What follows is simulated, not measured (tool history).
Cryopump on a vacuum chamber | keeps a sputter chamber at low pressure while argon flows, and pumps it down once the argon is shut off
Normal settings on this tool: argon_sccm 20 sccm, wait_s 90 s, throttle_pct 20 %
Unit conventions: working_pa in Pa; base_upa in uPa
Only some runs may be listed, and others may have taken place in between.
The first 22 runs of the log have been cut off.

| run | hour | argon_sccm | wait_s | throttle_pct | hours of work since the pump was warmed up and emptied | hours of work since the cold head was overhauled | hours of work since the chamber's fittings were tightened | working_pa | base_upa |
|---|---|---|---|---|---|---|---|---|---|
| 23 | 432.6 | 20 | 30 | 33 | 536 | 536 | 252 | 0.067 | 1.71 |
|  | 442.3 | pump warmed up, emptied and cooled again |
| 24 | 450.6 | 20 | 204 | 32 | 5 | 544 | 259 | 0.0619 | 0.59 |
| 25 | 467.8 | 14 | 204 | 41 | 15 | 554 | 269 | 0.0343 | 0.56 |
| 26 | 481.6 | 20 | 92 | 47 | 23 | 562 | 278 | 0.0419 | 0.8 |
| 27 | 495.6 | 15 | 83 | 57 | 32 | 571 | 286 | 0.0264 | 0.87 |
| 28 | 516.2 | 14 | 224 | 54 | 44 | 583 | 298 | 0.0252 | 0.61 |
| 29 | 528.8 | 14 | 224 | 54 | 51 | 590 | 306 | 0.0256 | 0.6 |
| 30 | 551.4 | 14 | 205 | 20 | 65 | 604 | 319 | 0.0694 | 0.65 |
| 31 | 567.6 | 25 | 224 | 28 | 74 | 613 | 329 | 0.0899 | 0.62 |

Here are 5 independent what-if runs from the current tool condition. What would each one return?
| A | 592.2 | 21 | 90 | 31 | 89 | 628 | 343 | ? | ? |
| B | 592.2 | 10 | 90 | 16 | 89 | 628 | 343 | ? | ? |
| C | 592.2 | 20 | 130 | 20 | 89 | 628 | 343 | ? | ? |
| D | 592.2 | 31 | 224 | 51 | 89 | 628 | 343 | ? | ? |
| E | 592.2 | 20 | 100 | 23 | 89 | 628 | 343 | ? | ? |

| run | working_pa | base_upa |
|---|---|---|
| A | 0.0678 | 0.84 |
| B | 0.0618 | 0.89 |
| C | 0.0987 | 0.74 |
| D | 0.0623 | 0.64 |
| E | 0.087 | 0.83 |
With no hidden state in the tool, these same runs would have given:
| run | working_pa | base_upa |
|---|---|---|
| A | 0.0666 | 0.52 |
| B | 0.0613 | 0.57 |
| C | 0.0976 | 0.41 |
| D | 0.0606 | 0.32 |
| E | 0.0858 | 0.51 |
